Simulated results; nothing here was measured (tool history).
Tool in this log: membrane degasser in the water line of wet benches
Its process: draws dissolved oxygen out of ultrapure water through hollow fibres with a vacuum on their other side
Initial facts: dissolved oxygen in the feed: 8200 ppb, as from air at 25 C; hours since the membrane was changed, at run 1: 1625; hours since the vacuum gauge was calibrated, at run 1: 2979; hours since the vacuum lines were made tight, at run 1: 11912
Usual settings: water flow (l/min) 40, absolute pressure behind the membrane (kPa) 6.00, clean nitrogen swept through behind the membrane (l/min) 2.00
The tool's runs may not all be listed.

| run | hour | water flow (l/min) | absolute pressure behind the membrane (kPa) | clean nitrogen swept through behind the membrane (l/min) | hours since the membrane was changed | hours since the vacuum gauge was calibrated | hours since the vacuum lines were made tight | dissolved oxygen in the water behind the degasser (ppb) | pressure that the water loses in the fibres (kPa) |
|---|---|---|---|---|---|---|---|---|---|
| 1 | 0.0 | 40 | 6.00 | 2.00 | 1625 | 2979 | 11912 | 149.8 | 51.78 |
| 2 | 37.1 | 40 | 6.00 | 2.00 | 1662 | 3016 | 11949 | 155.2 | 51.51 |
| 3 | 72.2 | 40 | 6.00 | 2.00 | 1697 | 3052 | 11984 | 154.8 | 51.39 |
| 4 | 98.4 | 26 | 6.00 | 2.00 | 1723 | 3078 | 12010 | 87.6 | 33.23 |
| 5 | 142.0 | 40 | 6.00 | 1.95 | 1767 | 3121 | 12054 | 155.1 | 51.10 |
| 6 | 185.7 | 40 | 6.00 | 1.95 | 1811 | 3165 | 12097 | 154.5 | 51.16 |
| 7 | 224.7 | 40 | 6.00 | 1.95 | 1849 | 3204 | 12136 | 155.2 | 51.12 |
| 8 | 255.2 | 40 | 11.78 | 2.00 | 1880 | 3235 | 12167 | 390.8 | 50.62 |
| 9 | 283.0 | 51 | 6.00 | 2.00 | 1908 | 3262 | 12195 | 223.1 | 64.83 |
| 10 | 319.0 | 51 | 6.00 | 2.00 | 1944 | 3298 | 12231 | 224.2 | 64.69 |
| 11 | 350.3 | 51 | 6.00 | 2.00 | 1975 | 3330 | 12262 | 222.4 | 64.56 |
| 12 | 377.8 | 40 | 11.51 | 2.00 | 2003 | 3357 | 12289 | 386.3 | 50.71 |
| 13 | 432.8 | 40 | 10.40 | 2.00 | 2058 | 3412 | 12344 | 336.9 | 50.52 |
| 14 | 481.7 | 40 | 10.40 | 2.00 | 2106 | 3461 | 12393 | 342.8 | 50.83 |
| 15 | 521.4 | 40 | 6.00 | 2.00 | 2146 | 3501 | 12433 | 151.9 | 50.70 |
| 16 | 563.3 | 40 | 6.00 | 2.00 | 2188 | 3543 | 12475 | 153.6 | 50.60 |
| 17 | 597.0 | 42 | 4.80 | 2.21 | 2222 | 3576 | 12509 | 102.6 | 52.91 |
| 18 | 637.9 | 49 | 4.74 | 0.81 | 2263 | 3617 | 12550 | 225.9 | 61.77 |
| 19 | 674.7 | 49 | 4.74 | 0.81 | 2299 | 3654 | 12586 | 225.2 | 62.08 |
|  | 692.8 | vacuum gauge calibrated |
| 20 | 718.5 | 39 | 6.00 | 1.46 | 2343 | 26 | 12630 | 185.3 | 49.27 |
| 21 | 755.8 | 39 | 6.00 | 1.46 | 2380 | 63 | 12667 | 185.7 | 48.90 |
| 22 | 798.8 | 47 | 12.70 | 1.46 | 2423 | 106 | 12710 | 656.9 | 59.08 |
| 23 | 848.5 | 52 | 12.67 | 1.94 | 2473 | 156 | 12760 | 591.5 | 65.08 |
| 24 | 897.8 | 52 | 12.67 | 1.94 | 2522 | 205 | 12809 | 583.4 | 65.11 |
| 25 | 934.0 | 27 | 6.00 | 1.24 | 2558 | 241 | 12845 | 137.3 | 33.31 |
|  | 975.8 | gauge calibrated |
| 26 | 981.4 | 44 | 4.76 | 2.00 | 2606 | 289 | 12893 | 116.6 | 56.30 |
| 27 | 1013.5 | 40 | 12.33 | 2.00 | 2638 | 321 | 12925 | 409.5 | 51.28 |
| 28 | 1042.8 | 26 | 11.32 | 2.00 | 2667 | 350 | 12954 | 243.3 | 33.23 |
| 29 | 1068.5 | 48 | 9.12 | 1.26 | 2693 | 376 | 12980 | 491.7 | 61.38 |
| 30 | 1113.1 | 48 | 9.12 | 1.26 | 2737 | 420 | 13024 | 490.2 | 61.70 |
| 31 | 1135.7 | 48 | 9.12 | 1.26 | 2760 | 443 | 13047 | 491.3 | 61.18 |
|  | 1175.3 | seals of the vacuum lines changed |
| 32 | 1177.7 | 45 | 9.12 | 3.85 | 2800 | 483 | 2 | 203.0 | 57.22 |

Across each entry between runs, compare the hidden state at the last listed run before it with the hidden state at the first listed run after it:
Runs 19 to 20: vacuum gauge calibrated (hour 692.8)
  drift of the gauge itself on loss_of_pressure_kpa, %: -1.71 -> -1.82
  measured value less the no-hidden-state value, pressure that the water loses in the fibres (kPa): -1.08 -> -0.91
Runs 25 to 26: gauge calibrated (hour 975.8)
  drift of the gauge itself on loss_of_pressure_kpa, %: -2.37 -> -0.01
  measured value less the no-hidden-state value, pressure that the water loses in the fibres (kPa): -0.82 -> +0.00
Runs 31 to 32: seals of the vacuum lines changed (hour 1175.3)
  air that leaks in behind the membrane, l/min: 0.0022 -> 0.002; drift of the gauge itself on loss_of_pressure_kpa, %: -0.41 -> -0.51
  measured value less the no-hidden-state value, pressure that the water loses in the fibres (kPa): -0.24 -> -0.28
